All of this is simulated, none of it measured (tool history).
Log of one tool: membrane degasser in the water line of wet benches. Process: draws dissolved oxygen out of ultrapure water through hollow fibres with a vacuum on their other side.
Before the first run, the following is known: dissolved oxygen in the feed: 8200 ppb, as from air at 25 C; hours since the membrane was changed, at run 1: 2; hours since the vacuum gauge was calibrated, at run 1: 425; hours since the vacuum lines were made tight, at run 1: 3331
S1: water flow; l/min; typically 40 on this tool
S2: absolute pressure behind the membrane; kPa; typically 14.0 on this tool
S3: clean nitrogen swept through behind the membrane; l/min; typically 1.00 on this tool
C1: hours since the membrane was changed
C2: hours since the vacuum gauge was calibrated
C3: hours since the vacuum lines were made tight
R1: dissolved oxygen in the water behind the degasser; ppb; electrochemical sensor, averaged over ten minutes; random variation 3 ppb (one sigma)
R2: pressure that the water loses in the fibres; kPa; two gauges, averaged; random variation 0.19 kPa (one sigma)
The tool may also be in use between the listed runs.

run 1 hour=0.0 | S1=40 S2=14.0 S3=1.00 | C1=2 C2=425 C3=3331 | R1=809.9 R2=39.92
run 2 hour=35.0 | S1=40 S2=14.0 S3=1.00 | C1=37 C2=460 C3=3366 | R1=813.2 R2=39.88
run 3 hour=68.5 | S1=40 S2=14.0 S3=0.63 | C1=71 C2=494 C3=3399 | R1=1123.3 R2=39.86
run 4 hour=96.9 | S1=40 S2=14.0 S3=0.63 | C1=99 C2=522 C3=3428 | R1=1111.8 R2=39.89
run 5 hour=137.0 | S1=40 S2=14.0 S3=0.63 | C1=139 C2=562 C3=3468 | R1=1118.9 R2=39.86
run 6 hour=158.1 | S1=40 S2=14.0 S3=1.00 | C1=160 C2=583 C3=3489 | R1=811.7 R2=39.93
run 7 hour=200.2 | S1=40 S2=14.0 S3=1.00 | C1=202 C2=625 C3=3531 | R1=811.1 R2=39.85
run 8 hour=237.0 | S1=40 S2=14.0 S3=1.00 | C1=239 C2=662 C3=3568 | R1=812.8 R2=39.94
run 9 hour=256.9 | S1=40 S2=14.0 S3=1.00 | C1=259 C2=682 C3=3588 | R1=814.3 R2=39.72
run 10 hour=282.4 | S1=33 S2=14.0 S3=1.00 | C1=285 C2=708 C3=3613 | R1=695.5 R2=32.95
run 11 hour=326.9 | S1=33 S2=14.0 S3=1.00 | C1=329 C2=752 C3=3658 | R1=698.4 R2=32.81
run 12 hour=372.0 | S1=40 S2=14.0 S3=1.00 | C1=374 C2=797 C3=3703 | R1=810.8 R2=39.83
run 13 hour=411.4 | S1=40 S2=14.0 S3=1.00 | C1=414 C2=837 C3=3742 | R1=813.9 R2=40.36
run 14 hour=449.0 | S1=40 S2=14.0 S3=1.00 | C1=451 C2=874 C3=3780 | R1=816.0 R2=40.01
run 15 hour=471.3 | S1=40 S2=14.0 S3=0.91 | C1=474 C2=897 C3=3802 | R1=867.7 R2=39.76
run 16 hour=493.7 | S1=40 S2=14.0 S3=0.91 | C1=496 C2=919 C3=3824 | R1=864.9 R2=40.08
run 17 hour=519.9 | S1=40 S2=14.0 S3=0.91 | C1=522 C2=945 C3=3851 | R1=870.1 R2=39.70
run 18 hour=556.7 | S1=40 S2=14.0 S3=0.91 | C1=559 C2=982 C3=3887 | R1=876.2 R2=39.87
run 19 hour=583.9 | S1=40 S2=10.1 S3=1.00 | C1=586 C2=1009 C3=3915 | R1=540.2 R2=40.20
run 20 hour=626.0 | S1=53 S2=13.0 S3=2.81 | C1=628 C2=1051 C3=3957 | R1=441.4 R2=53.07
run 21 hour=656.1 | S1=52 S2=25.4 S3=1.00 | C1=658 C2=1081 C3=3987 | R1=1843.3 R2=51.92
run 22 hour=677.0 | S1=37 S2=16.0 S3=0.52 | C1=679 C2=1102 C3=4008 | R1=1388.2 R2=37.11
run 23 hour=718.7 | S1=59 S2=24.4 S3=1.00 | C1=721 C2=1144 C3=4049 | R1=1930.4 R2=59.17
run 24 hour=740.9 | S1=40 S2=11.3 S3=0.52 | C1=743 C2=1166 C3=4072 | R1=978.3 R2=40.31
run 25 hour=778.8 | S1=40 S2=11.3 S3=0.52 | C1=781 C2=1204 C3=4109 | R1=982.4 R2=40.00
run 26 hour=818.7 | S1=40 S2=11.3 S3=0.52 | C1=821 C2=1244 C3=4149 | R1=983.6 R2=40.39
run 27 hour=848.4 | S1=40 S2=14.0 S3=1.97 | C1=851 C2=1274 C3=4179 | R1=484.9 R2=39.64
run 28 hour=867.0 | S1=35 S2=14.0 S3=0.44 | C1=869 C2=1292 C3=4198 | R1=1286.9 R2=35.33
run 29 hour=905.8 | S1=35 S2=14.0 S3=0.44 | C1=908 C2=1331 C3=4237 | R1=1281.1 R2=35.12
run 30 hour=929.0 | S1=28 S2=14.0 S3=0.69 | C1=931 C2=1354 C3=4260 | R1=811.6 R2=28.35
run 31 hour=948.0 | S1=38 S2=16.2 S3=1.17 | C1=950 C2=1373 C3=4279 | R1=816.0 R2=38.38
run 32 hour=979.7 | S1=37 S2=24.9 S3=1.02 | C1=982 C2=1405 C3=4310 | R1=1387.0 R2=37.37
run 33 hour=1014.8 | S1=49 S2=14.0 S3=0.41 | C1=1017 C2=1440 C3=4345 | R1=1647.8 R2=49.43

Each run again, without the hidden state but with its own random variation kept:
Unlogged tool condition in this case: membrane still open, %; true pressure behind the membrane over the reading, kPa; air that leaks in behind the membrane, l/min; drift of the gauge itself on oxygen_ppb, %; drift of the gauge itself on loss_of_pressure_kpa, %.
run=1 R1=809.1 R2=39.92
run=2 R1=812.2 R2=39.86
run=3 R1=1124.2 R2=39.83
run=4 R1=1112.5 R2=39.85
run=5 R1=1119.4 R2=39.80
run=6 R1=810.2 R2=39.86
run=7 R1=809.4 R2=39.76
run=8 R1=810.9 R2=39.84
run=9 R1=812.3 R2=39.61
run=10 R1=693.0 R2=32.85
run=11 R1=695.7 R2=32.69
run=12 R1=808.3 R2=39.67
run=13 R1=811.2 R2=40.18
run=14 R1=813.1 R2=39.81
run=15 R1=865.0 R2=39.56
run=16 R1=862.1 R2=39.87
run=17 R1=867.1 R2=39.48
run=18 R1=873.0 R2=39.63
run=19 R1=536.9 R2=39.94
run=20 R1=437.4 R2=52.72
run=21 R1=1839.3 R2=51.55
run=22 R1=1387.3 R2=36.84
run=23 R1=1926.3 R2=58.71
run=24 R1=976.1 R2=40.00
run=25 R1=979.9 R2=39.66
run=26 R1=980.8 R2=40.04
run=27 R1=480.4 R2=39.28
run=28 R1=1286.0 R2=35.00
run=29 R1=1280.0 R2=34.78
run=30 R1=806.7 R2=28.07
run=31 R1=810.5 R2=37.99
run=32 R1=1380.5 R2=36.98
run=33 R1=1647.5 R2=48.89
